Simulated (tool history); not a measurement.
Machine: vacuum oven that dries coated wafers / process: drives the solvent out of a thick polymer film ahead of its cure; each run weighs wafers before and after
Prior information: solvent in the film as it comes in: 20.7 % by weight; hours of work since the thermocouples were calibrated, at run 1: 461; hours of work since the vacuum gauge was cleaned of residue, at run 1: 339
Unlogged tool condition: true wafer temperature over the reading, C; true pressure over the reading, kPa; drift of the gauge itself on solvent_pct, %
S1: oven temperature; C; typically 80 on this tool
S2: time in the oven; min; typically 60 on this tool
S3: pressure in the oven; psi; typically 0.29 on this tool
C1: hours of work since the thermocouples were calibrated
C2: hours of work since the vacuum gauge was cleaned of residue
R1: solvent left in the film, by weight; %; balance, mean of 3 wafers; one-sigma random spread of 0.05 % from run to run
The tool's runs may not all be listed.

run     day  S1  S2     S3   C1   C2    R1
  1       0  80  60   0.29  461  339  1.82
  2   0.954  80  60   0.29  475  353   1.8
  3   2.017  80  60  0.547  491  370  2.61
  4   2.596  80  60  0.547  500  378  2.64
  5   3.675  80  60  0.547  516  395  2.54
  6   4.462  80  60  0.547  528  407   2.6
  7   5.771  80  60  0.547  548  427  2.56
  8   6.479  80  60   0.29  559  437   1.8
  9     7.6  80  60   0.29  576  454  1.79
      7.738  -- vacuum gauge cleaned of residue and calibrated
 10   8.675  80  60   0.29  592   14  1.86
 11   9.462  80  60   0.29  604   26  1.82
 12   10.65  80  60  0.882  622   44  3.58
     10.967  -- vacuum gauge cleaned of residue and calibrated, once more
 13  12.017  77  60  0.882  641   16  4.41
 14  12.908  80  67   0.29  655   30  1.52
 15  13.938  80  67   0.29  671   45  1.57
 16  15.212  80  67   0.29  690   65  1.65
 17  16.333  81  60   0.29  707   82  1.64
 18  17.392  81  60   0.29  723   98  1.62
 19  18.546  81  60   0.29  741  115   1.6
 20  19.383  75  60   0.29  754  128  2.99
 21  20.517  93  31   0.29  771  145  1.32
 22  21.658  90  98  0.831  788  163  1.88
 23  22.358  78  60   0.41  799  173  2.65
 24  23.408  90  44   0.48  815  189  1.43
 25  24.738  80  94  0.409  835  210  1.51
 26  25.992  87  94  0.409  854  229  1.04
 27  27.242  79  60   0.29  873  248  2.04

Here are 3 independent what-if runs from the current tool condition. What would each one return?
  A  28.4  86  60  0.29  891  265   ?
  B  28.4  72  87  0.29  891  265   ?
  C  28.4  77  38  0.29  891  265   ?

run    R1
  A  1.06
  B  2.41
  C  4.55
With the hidden condition removed and each run's random variation left untouched, the same runs would have given:
run    R1
  A  0.95
  B  2.17
  C   4.2

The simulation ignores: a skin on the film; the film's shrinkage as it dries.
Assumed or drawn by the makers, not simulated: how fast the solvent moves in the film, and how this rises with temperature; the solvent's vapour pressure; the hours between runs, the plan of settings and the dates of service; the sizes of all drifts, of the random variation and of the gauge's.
